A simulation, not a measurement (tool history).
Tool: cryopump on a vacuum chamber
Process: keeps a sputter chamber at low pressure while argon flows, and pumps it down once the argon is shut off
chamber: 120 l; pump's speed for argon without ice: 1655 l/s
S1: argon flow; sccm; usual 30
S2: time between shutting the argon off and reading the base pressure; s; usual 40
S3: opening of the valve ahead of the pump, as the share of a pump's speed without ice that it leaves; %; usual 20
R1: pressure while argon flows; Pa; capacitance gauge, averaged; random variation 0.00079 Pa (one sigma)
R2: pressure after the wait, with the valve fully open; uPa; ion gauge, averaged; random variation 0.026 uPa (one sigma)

run,hour,S1,S2,S3,R1,R2
1,0.0,30,40,20,0.1540,2.15
2,13.6,30,40,20,0.1557,2.15
3,30.3,30,40,52,0.0601,2.13
4,38.5,30,40,20,0.1548,2.12
5,47.8,30,40,20,0.1551,2.15
6,61.6,30,40,20,0.1545,2.11
7,74.6,30,40,20,0.1566,2.13
8,92.2,30,40,20,0.1554,2.15
9,104.5,30,40,20,0.1550,2.11
10,117.9,30,40,20,0.1554,2.12
11,127.7,30,40,20,0.1546,2.20
12,142.0,30,40,30,0.1045,2.13
13,159.0,30,40,30,0.1047,2.13
14,168.2,30,40,30,0.1046,2.26
15,179.2,30,40,20,0.1563,2.18
16,193.0,30,39,20,0.1558,2.18
17,207.6,30,39,20,0.1562,2.29
18,216.6,16,67,29,0.0570,1.84
19,230.2,14,40,17,0.0850,2.23
20,243.0,30,40,56,0.0566,2.20
21,257.8,54,112,35,0.1623,1.62
22,272.1,38,112,42,0.0950,1.53
23,282.7,25,40,21,0.1228,2.21
24,297.0,30,27,32,0.0984,2.65
25,314.0,32,27,26,0.1289,2.75
26,327.7,32,27,26,0.1292,2.70
27,336.7,17,40,20,0.0880,2.21
28,351.4,19,103,20,0.0984,1.61
29,359.1,19,103,20,0.0992,1.63
30,372.1,34,74,43,0.0834,1.81
31,383.4,34,74,43,0.0852,1.81
32,391.9,34,74,43,0.0856,1.78
33,399.7,14,90,34,0.0444,1.73

Forecast each of these 4 alternatives for the next run:
A,415.8,43,152,20,?,?
B,415.8,14,208,34,?,?
C,415.8,38,40,20,?,?
D,415.8,30,33,60,?,?

run,R1,R2
A,0.2249,1.56
B,0.0439,1.51
C,0.1998,2.28
D,0.0549,2.54
Without the tool's hidden state the same runs would have given:
run,R1,R2
A,0.2199,0.41
B,0.0423,0.41
C,0.1954,1.16
D,0.0515,1.38
